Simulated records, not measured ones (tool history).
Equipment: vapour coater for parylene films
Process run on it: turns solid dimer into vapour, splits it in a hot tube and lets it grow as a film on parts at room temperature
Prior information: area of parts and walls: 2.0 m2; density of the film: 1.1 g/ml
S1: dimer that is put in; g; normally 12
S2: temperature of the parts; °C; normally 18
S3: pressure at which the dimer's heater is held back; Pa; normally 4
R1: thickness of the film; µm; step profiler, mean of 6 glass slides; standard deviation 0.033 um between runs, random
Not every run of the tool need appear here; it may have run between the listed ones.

run   hour  S1  S2    S3    R1
  1      0  12  18     4  3.17
  2   27.4  12  18     4  3.19
  3   75.5  12  29     4  2.63
  4  112.9  12  18     4  3.13
  5  155.9  12  18     4  3.15
  6  216.3  12  18     4   3.1
  7  278.1  12  18     4  3.11
  8  319.4  12  18     4  3.03
  9  350.2  12  29     4  2.52
     356.7  -- table's thermometer calibrated
 10  380.8  12  29     4  2.51
 11  413.7  16  13  2.31  4.74

What will run 12 give?
 12  449.5  16  12  6.1   ?

{"run 12": {"R1": 4.12}}
Without the tool's hidden state the same run would have given R1 4.58 µm.
